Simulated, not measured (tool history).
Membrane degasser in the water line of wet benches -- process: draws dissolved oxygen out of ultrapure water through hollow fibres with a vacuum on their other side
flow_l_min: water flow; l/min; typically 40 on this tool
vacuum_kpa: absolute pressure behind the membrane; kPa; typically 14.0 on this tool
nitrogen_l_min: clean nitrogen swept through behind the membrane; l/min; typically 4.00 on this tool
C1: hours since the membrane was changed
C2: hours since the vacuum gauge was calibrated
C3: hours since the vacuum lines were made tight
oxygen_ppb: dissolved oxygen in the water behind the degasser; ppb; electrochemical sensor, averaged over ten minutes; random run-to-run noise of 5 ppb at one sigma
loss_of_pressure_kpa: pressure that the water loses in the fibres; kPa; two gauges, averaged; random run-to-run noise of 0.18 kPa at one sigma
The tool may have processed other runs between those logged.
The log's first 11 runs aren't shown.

Run 12, hour 731.1: usual settings but flow_l_min 33 l/min; C1 1128; C2 3211; C3 9722. Result: oxygen_ppb 357.0 ppb, loss_of_pressure_kpa 27.30 kPa.
Run 13, hour 811.8: usual settings but flow_l_min 33 l/min; C1 1209; C2 3292; C3 9803. Result: oxygen_ppb 357.6 ppb, loss_of_pressure_kpa 27.11 kPa.
Run 14, hour 884.2: usual settings; C1 1281; C2 3365; C3 9875. Result: oxygen_ppb 502.7 ppb, loss_of_pressure_kpa 33.03 kPa.
Run 15, hour 953.2: usual settings; C1 1350; C2 3434; C3 9944. Result: oxygen_ppb 514.0 ppb, loss_of_pressure_kpa 32.58 kPa.
At hour 978.7: vacuum gauge calibrated.
Run 16, hour 996.0: usual settings but flow_l_min 53 l/min; C1 1392; C2 17; C3 9986. Result: oxygen_ppb 821.1 ppb, loss_of_pressure_kpa 43.61 kPa.
Run 17, hour 1037.6: usual settings but flow_l_min 34 l/min; C1 1434; C2 59; C3 10028. Result: oxygen_ppb 382.3 ppb, loss_of_pressure_kpa 27.84 kPa.
Run 18, hour 1126.1: usual settings but flow_l_min 34 l/min; C1 1523; C2 147; C3 10117. Result: oxygen_ppb 372.5 ppb, loss_of_pressure_kpa 27.68 kPa.
Run 19, hour 1190.6: usual settings but nitrogen_l_min 9.59 l/min; C1 1587; C2 212; C3 10181. Result: oxygen_ppb 373.2 ppb, loss_of_pressure_kpa 33.09 kPa.
Run 20, hour 1240.6: usual settings but nitrogen_l_min 9.59 l/min; C1 1637; C2 262; C3 10231. Result: oxygen_ppb 377.3 ppb, loss_of_pressure_kpa 33.04 kPa.
Run 21, hour 1320.2: usual settings but flow_l_min 41 l/min, nitrogen_l_min 1.74 l/min; C1 1717; C2 341; C3 10311. Result: oxygen_ppb 790.5 ppb, loss_of_pressure_kpa 33.41 kPa.
Run 22, hour 1363.1: usual settings but flow_l_min 24 l/min, nitrogen_l_min 3.33 l/min; C1 1760; C2 384; C3 10354. Result: oxygen_ppb 241.0 ppb, loss_of_pressure_kpa 19.76 kPa.
Run 23, hour 1410.3: usual settings but vacuum_kpa 30.9 kPa; C1 1807; C2 432; C3 10401. Result: oxygen_ppb 840.4 ppb, loss_of_pressure_kpa 32.80 kPa.
Run 24, hour 1472.6: usual settings but flow_l_min 30 l/min, vacuum_kpa 21.2 kPa, nitrogen_l_min 1.73 l/min; C1 1869; C2 494; C3 10463. Result: oxygen_ppb 760.8 ppb, loss_of_pressure_kpa 24.88 kPa.
Run 25, hour 1535.0: usual settings but flow_l_min 28 l/min, vacuum_kpa 12.7 kPa, nitrogen_l_min 1.73 l/min; C1 1931; C2 556; C3 10525. Result: oxygen_ppb 429.2 ppb, loss_of_pressure_kpa 23.33 kPa.
Run 26, hour 1574.7: usual settings but flow_l_min 28 l/min, vacuum_kpa 12.7 kPa, nitrogen_l_min 1.73 l/min; C1 1971; C2 596; C3 10565. Result: oxygen_ppb 419.3 ppb, loss_of_pressure_kpa 22.96 kPa.
Run 27, hour 1637.6: usual settings but flow_l_min 50 l/min, vacuum_kpa 9.0 kPa; C1 2034; C2 659; C3 10628. Result: oxygen_ppb 619.9 ppb, loss_of_pressure_kpa 41.10 kPa.
Run 28, hour 1711.7: usual settings but flow_l_min 44 l/min, vacuum_kpa 25.1 kPa; C1 2108; C2 733; C3 10702. Result: oxygen_ppb 840.3 ppb, loss_of_pressure_kpa 36.05 kPa.
Run 29, hour 1752.1: usual settings but flow_l_min 26 l/min, vacuum_kpa 9.8 kPa, nitrogen_l_min 3.03 l/min; C1 2149; C2 773; C3 10743. Result: oxygen_ppb 203.8 ppb, loss_of_pressure_kpa 21.24 kPa.
Run 30, hour 1842.9: usual settings but flow_l_min 26 l/min, vacuum_kpa 9.8 kPa, nitrogen_l_min 3.03 l/min; C1 2239; C2 864; C3 10833. Result: oxygen_ppb 199.6 ppb, loss_of_pressure_kpa 21.70 kPa.
Run 31, hour 1906.8: usual settings but flow_l_min 26 l/min, vacuum_kpa 14.6 kPa, nitrogen_l_min 3.03 l/min; C1 2303; C2 928; C3 10897. Result: oxygen_ppb 299.9 ppb, loss_of_pressure_kpa 21.38 kPa.
Run 32, hour 1995.2: usual settings but flow_l_min 26 l/min, vacuum_kpa 14.6 kPa, nitrogen_l_min 3.03 l/min; C1 2392; C2 1017; C3 10986. Result: oxygen_ppb 297.4 ppb, loss_of_pressure_kpa 21.40 kPa.
Run 33, hour 2057.1: usual settings but flow_l_min 33 l/min, vacuum_kpa 16.5 kPa, nitrogen_l_min 1.62 l/min; C1 2454; C2 1078; C3 11048. Result: oxygen_ppb 713.9 ppb, loss_of_pressure_kpa 27.22 kPa.

Alternative continuations, all from the tool just after run 33; predict every row:
Run A, hour 2126.6: usual settings but flow_l_min 33 l/min, vacuum_kpa 27.5 kPa, nitrogen_l_min 2.92 l/min; C1 2523; C2 1148; C3 11117. Result: oxygen_ppb ?, loss_of_pressure_kpa ?.
Run B, hour 2126.6: usual settings but flow_l_min 55 l/min, vacuum_kpa 11.1 kPa, nitrogen_l_min 3.54 l/min; C1 2523; C2 1148; C3 11117. Result: oxygen_ppb ?, loss_of_pressure_kpa ?.
Run C, hour 2126.6: usual settings but flow_l_min 64 l/min, vacuum_kpa 25.7 kPa, nitrogen_l_min 2.92 l/min; C1 2523; C2 1148; C3 11117. Result: oxygen_ppb ?, loss_of_pressure_kpa ?.

run  oxygen_ppb  loss_of_pressure_kpa
  A       756.3                 27.15
  B       813.7                 44.54
  C      1586.1                 52.58
The same runs, with their run-to-run variation unchanged, on a tool lacking any hidden condition would have given:
run  oxygen_ppb  loss_of_pressure_kpa
  A       740.1                 26.96
  B       799.6                 44.23
  C      1567.7                 52.22
